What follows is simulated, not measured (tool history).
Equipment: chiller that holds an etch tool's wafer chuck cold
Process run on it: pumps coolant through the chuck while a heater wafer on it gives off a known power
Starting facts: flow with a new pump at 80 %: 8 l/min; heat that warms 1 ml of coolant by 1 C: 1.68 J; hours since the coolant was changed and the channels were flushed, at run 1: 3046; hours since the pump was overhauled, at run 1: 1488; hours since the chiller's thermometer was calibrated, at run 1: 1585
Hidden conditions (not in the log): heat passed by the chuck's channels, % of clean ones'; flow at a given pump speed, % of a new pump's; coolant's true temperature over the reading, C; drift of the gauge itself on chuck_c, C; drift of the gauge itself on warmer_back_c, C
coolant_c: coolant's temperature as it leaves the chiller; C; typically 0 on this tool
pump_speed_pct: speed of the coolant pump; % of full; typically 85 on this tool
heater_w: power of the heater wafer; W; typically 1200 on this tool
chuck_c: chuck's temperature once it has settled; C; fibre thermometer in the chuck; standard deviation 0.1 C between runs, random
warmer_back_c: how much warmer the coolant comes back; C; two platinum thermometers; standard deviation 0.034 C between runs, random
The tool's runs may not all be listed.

| run | hour | coolant_c | pump_speed_pct | heater_w | hours since the coolant was changed and the channels were flushed | hours since the pump was overhauled | hours since the chiller's thermometer was calibrated | chuck_c | warmer_back_c |
|---|---|---|---|---|---|---|---|---|---|
| 1 | 0 | 0 | 85 | 1200 | 3046 | 1488 | 1585 | 12.5 | 5.18 |
| 2 | 67.9 | 0 | 85 | 1200 | 3114 | 1556 | 1653 | 12.5 | 5.23 |
| 3 | 116.8 | 7 | 85 | 1200 | 3163 | 1604 | 1702 | 19.3 | 5.18 |
| 4 | 187.3 | 0 | 85 | 1200 | 3234 | 1675 | 1773 | 12.3 | 5.19 |
| 5 | 255.1 | 0 | 85 | 1200 | 3301 | 1743 | 1841 | 12.6 | 5.16 |
| 6 | 307.8 | 0 | 85 | 1200 | 3354 | 1795 | 1893 | 12.5 | 5.2 |
| 7 | 359.2 | 0 | 85 | 1200 | 3405 | 1847 | 1945 | 12.5 | 5.2 |
| 8 | 408.5 | 0 | 85 | 1200 | 3455 | 1896 | 1994 | 12.4 | 5.22 |
| 9 | 450.3 | 0 | 85 | 1200 | 3497 | 1938 | 2036 | 12.4 | 5.22 |
| 10 | 485.3 | 0 | 78 | 1200 | 3532 | 1973 | 2071 | 13.3 | 5.77 |
| 11 | 538.2 | 0 | 85 | 1200 | 3584 | 2026 | 2124 | 12.5 | 5.2 |
| 12 | 593.1 | 0 | 85 | 1200 | 3639 | 2081 | 2179 | 12.5 | 5.24 |
| 13 | 632.4 | 0 | 84 | 1200 | 3679 | 2120 | 2218 | 12.7 | 5.32 |
| 14 | 677.3 | 0 | 84 | 1072 | 3724 | 2165 | 2263 | 11.5 | 4.74 |
| 15 | 738.7 | 0 | 84 | 1072 | 3785 | 2226 | 2324 | 11.5 | 4.77 |
| 16 | 797.4 | 0 | 84 | 1072 | 3844 | 2285 | 2383 | 11.3 | 4.72 |
| 17 | 840.4 | 0 | 84 | 1072 | 3887 | 2328 | 2426 | 11.4 | 4.76 |
| 18 | 882.2 | 0 | 84 | 751 | 3928 | 2370 | 2468 | 8 | 3.25 |
| 19 | 922.8 | 2 | 84 | 1373 | 3969 | 2410 | 2508 | 16.8 | 6.08 |
| 20 | 992.1 | 2 | 73 | 1609 | 4038 | 2480 | 2578 | 21.7 | 8.37 |
| 21 | 1028.5 | 0 | 67 | 1200 | 4075 | 2516 | 2614 | 15.8 | 6.9 |
| 22 | 1105.2 | 4 | 93 | 1200 | 4151 | 2593 | 2691 | 15.9 | 4.75 |
| 23 | 1140.6 | -4 | 73 | 1204 | 4187 | 2628 | 2726 | 10.7 | 6.29 |
| 24 | 1184.1 | 0 | 85 | 622 | 4230 | 2672 | 2770 | 6.7 | 2.71 |
| 25 | 1241.1 | 1 | 85 | 1151 | 4287 | 2729 | 2826 | 13.3 | 5.11 |
| 26 | 1306.3 | 1 | 85 | 1481 | 4353 | 2794 | 2892 | 16.9 | 6.49 |
| 27 | 1382.6 | 6 | 68 | 968 | 4429 | 2870 | 2968 | 18.9 | 5.49 |
| 28 | 1421.8 | 6 | 68 | 968 | 4468 | 2909 | 3007 | 18.6 | 5.62 |
| 29 | 1475.5 | -1 | 67 | 1741 | 4522 | 2963 | 3061 | 22.2 | 10.14 |
| 30 | 1530.8 | -7 | 70 | 1708 | 4577 | 3018 | 3116 | 15 | 9.52 |
| 31 | 1607.6 | -7 | 70 | 1708 | 4654 | 3095 | 3193 | 15.1 | 9.47 |

Subtracting, for every run, the result it would have given without the tool's unlogged condition from the measured result gives the following. The same run-to-run variation enters both numbers; the gauge's scatter may not:
| run | chuck_c | warmer_back_c |
|---|---|---|
| 1 | +1 | +0.15 |
| 2 | +1 | +0.16 |
| 3 | +1 | +0.16 |
| 4 | +1 | +0.17 |
| 5 | +1.1 | +0.18 |
| 6 | +1.1 | +0.19 |
| 7 | +1.1 | +0.2 |
| 8 | +1.1 | +0.2 |
| 9 | +1.1 | +0.2 |
| 10 | +1.2 | +0.23 |
| 11 | +1.1 | +0.21 |
| 12 | +1.2 | +0.23 |
| 13 | +1.2 | +0.23 |
| 14 | +1.1 | +0.21 |
| 15 | +1.1 | +0.21 |
| 16 | +1.1 | +0.22 |
| 17 | +1.1 | +0.23 |
| 18 | +0.7 | +0.16 |
| 19 | +1.6 | +0.3 |
| 20 | +2.1 | +0.43 |
| 21 | +1.6 | +0.36 |
| 22 | +1.3 | +0.26 |
| 23 | +1.7 | +0.34 |
| 24 | +0.7 | +0.15 |
| 25 | +1.4 | +0.28 |
| 26 | +1.8 | +0.38 |
| 27 | +1.5 | +0.33 |
| 28 | +1.4 | +0.33 |
| 29 | +2.9 | +0.62 |
| 30 | +2.8 | +0.59 |
| 31 | +2.8 | +0.6 |
